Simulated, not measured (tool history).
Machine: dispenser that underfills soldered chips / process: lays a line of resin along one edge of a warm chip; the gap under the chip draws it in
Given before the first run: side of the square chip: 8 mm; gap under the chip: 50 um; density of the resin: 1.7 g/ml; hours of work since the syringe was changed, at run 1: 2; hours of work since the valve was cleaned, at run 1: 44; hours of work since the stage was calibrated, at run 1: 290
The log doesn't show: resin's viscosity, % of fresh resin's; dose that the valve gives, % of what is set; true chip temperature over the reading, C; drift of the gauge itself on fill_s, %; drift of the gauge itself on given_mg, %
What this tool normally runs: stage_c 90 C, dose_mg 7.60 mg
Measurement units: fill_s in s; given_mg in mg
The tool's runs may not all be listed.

run	hour	stage_c	dose_mg	hours of work since the syringe was changed	hours of work since the valve was cleaned	hours of work since the stage was calibrated	fill_s	given_mg
1	0.0	90	7.60	2	44	290	70.0	7.40
# hour 8.8: new syringe of resin
# hour 9.8: dispensing valve cleaned and set on the balance
2	11.9	90	7.37	1	1	298	71.1	7.33
# hour 21.1: new syringe of resin
3	21.4	90	7.37	0	8	304	64.4	7.31
4	28.3	90	7.37	5	12	309	93.1	7.24
# hour 32.4: new syringe of resin
5	34.4	90	7.37	1	16	312	69.9	7.23
# hour 43.4: new syringe of resin
6	43.5	90	7.37	0	22	318	63.1	7.25
# hour 55.0: new syringe of resin
7	56.7	90	7.37	1	31	327	69.1	7.23
# hour 65.8: new syringe of resin
8	65.8	100	7.60	0	37	333	39.8	7.41
9	73.3	90	7.60	5	42	338	93.7	7.39
# hour 76.5: new syringe of resin
10	82.8	90	7.60	4	48	345	88.4	7.38
# hour 84.5: dispensing valve cleaned and set on the balance
# hour 88.9: new syringe of resin
11	93.8	90	7.18	3	6	351	81.1	7.16
# hour 99.6: new syringe of resin
12	103.9	90	7.18	3	13	358	78.8	7.16
# hour 111.1: new syringe of resin
13	115.1	90	7.18	3	20	365	79.4	7.10
# hour 122.5: new syringe of resin
14	126.7	90	7.18	3	28	373	79.5	7.14
# hour 133.4: new syringe of resin
15	134.4	90	7.18	1	33	378	67.7	7.01
16	139.8	90	7.60	4	37	382	85.8	7.45
# hour 144.2: new syringe of resin
17	148.8	90	7.60	3	42	388	79.5	7.37
# hour 155.4: new syringe of resin
# hour 159.7: dispensing valve cleaned and set on the balance
18	161.5	103	9.27	3	1	395	44.9	9.35
# hour 167.6: new syringe of resin
19	172.9	103	7.18	4	9	403	47.9	7.15
# hour 178.9: new syringe of resin
20	181.2	103	7.18	2	14	408	41.0	7.14
21	188.0	76	7.05	6	19	413	198.6	7.03
# hour 190.5: new syringe of resin
22	196.1	97	6.57	4	24	418	63.8	6.59
# hour 201.3: new syringe of resin
23	208.4	97	6.57	5	32	426	67.6	6.54
# hour 212.4: new syringe of resin
24	220.0	97	6.57	5	40	434	68.9	6.45
# hour 223.8: new syringe of resin
25	227.2	97	6.57	2	45	439	58.1	6.52
# hour 234.9: dispensing valve cleaned and set on the balance
# hour 236.0: new syringe of resin
# hour 238.9: stage's temperature calibrated
26	239.7	97	8.49	2	2	1	53.1	8.52
# hour 247.7: new syringe of resin
27	249.3	103	7.24	1	9	7	40.2	7.18
# hour 258.6: new syringe of resin
28	262.7	81	8.94	3	18	16	120.5	8.81
# hour 269.7: new syringe of resin
29	275.4	90	6.76	4	26	24	90.6	6.66
# hour 280.8: new syringe of resin
30	284.2	97	7.60	2	32	30	57.9	7.51
31	290.8	93	8.25	7	36	35	95.8	8.15
# hour 291.8: new syringe of resin
32	300.6	78	6.91	6	43	41	185.0	6.75
# hour 302.8: new syringe of resin
33	307.6	78	7.98	3	47	46	145.1	7.78

Predict the results of run 34:
# hour 310.9: dispensing valve cleaned and set on the balance
# hour 315.2: new syringe of resin
34	318.3	78	7.98	2	5	52	?	?

fill_s: 129.6 s
given_mg: 7.97 mg
The same run, on a tool lacking any hidden state, would have yielded fill_s 112.6 s, given_mg 7.99 mg.
